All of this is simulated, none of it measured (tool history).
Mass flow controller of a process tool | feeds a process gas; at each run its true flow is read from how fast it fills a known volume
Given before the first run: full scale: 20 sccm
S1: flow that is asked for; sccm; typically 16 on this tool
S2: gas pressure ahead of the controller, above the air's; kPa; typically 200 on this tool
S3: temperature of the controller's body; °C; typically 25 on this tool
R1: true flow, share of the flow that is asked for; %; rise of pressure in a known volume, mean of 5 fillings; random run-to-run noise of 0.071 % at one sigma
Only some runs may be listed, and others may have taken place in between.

{"run": 1, "hour": 0.0, "S1": 16, "S2": 200, "S3": 25, "R1": 99.79}
{"run": 2, "hour": 70.4, "S1": 16, "S2": 200, "S3": 25, "R1": 99.98}
{"run": 3, "hour": 139.5, "S1": 16, "S2": 152, "S3": 25, "R1": 100.15}
{"run": 4, "hour": 216.6, "S1": 16, "S2": 152, "S3": 25, "R1": 100.29}
{"run": 5, "hour": 256.3, "S1": 16, "S2": 200, "S3": 25, "R1": 100.25}
{"run": 6, "hour": 340.6, "S1": 16, "S2": 200, "S3": 25, "R1": 100.4}
{"run": 7, "hour": 426.7, "S1": 16, "S2": 200, "S3": 25, "R1": 100.76}
{"run": 8, "hour": 490.2, "S1": 16, "S2": 200, "S3": 25, "R1": 100.79}
{"run": 9, "hour": 580.7, "S1": 16, "S2": 200, "S3": 25, "R1": 100.98}
{"run": 10, "hour": 664.0, "S1": 16, "S2": 200, "S3": 34, "R1": 100.73}
{"run": 11, "hour": 737.4, "S1": 16, "S2": 243, "S3": 25, "R1": 101.37}
{"run": 12, "hour": 785.7, "S1": 16, "S2": 204, "S3": 25, "R1": 101.5}
{"run": 13, "hour": 835.0, "S1": 16, "S2": 204, "S3": 25, "R1": 101.5}
{"run": 14, "hour": 882.1, "S1": 16, "S2": 260, "S3": 25, "R1": 101.82}
{"run": 15, "hour": 962.1, "S1": 16, "S2": 230, "S3": 29, "R1": 101.59}
{"run": 16, "hour": 1001.8, "S1": 15, "S2": 230, "S3": 21, "R1": 102}
{"run": 17, "hour": 1042.2, "S1": 6, "S2": 181, "S3": 33, "R1": 100.96}
{"run": 18, "hour": 1108.3, "S1": 6, "S2": 181, "S3": 33, "R1": 101.09}
{"run": 19, "hour": 1196.1, "S1": 8, "S2": 162, "S3": 25, "R1": 101.93}
{"hour": 1216.3, "done": "gauge calibrated"}
{"run": 20, "hour": 1279.8, "S1": 8, "S2": 162, "S3": 25, "R1": 99.53}
{"run": 21, "hour": 1334.7, "S1": 8, "S2": 212, "S3": 25, "R1": 99.5}

Predict each of these 5 candidate next runs independently; none follows another, all start after run 21:
{"run": "A", "hour": 1381.4, "S1": 3, "S2": 179, "S3": 25, "R1": "?"}
{"run": "B", "hour": 1381.4, "S1": 8, "S2": 200, "S3": 25, "R1": "?"}
{"run": "C", "hour": 1381.4, "S1": 8, "S2": 251, "S3": 25, "R1": "?"}
{"run": "D", "hour": 1381.4, "S1": 2, "S2": 212, "S3": 25, "R1": "?"}
{"run": "E", "hour": 1381.4, "S1": 15, "S2": 165, "S3": 25, "R1": "?"}

run=A R1=99.45
run=B R1=99.63
run=C R1=99.51
run=D R1=99.25
run=E R1=99.99
With no hidden state in the tool, these same runs would have given:
run=A R1=99.1
run=B R1=99.27
run=C R1=99.16
run=D R1=98.9
run=E R1=99.63
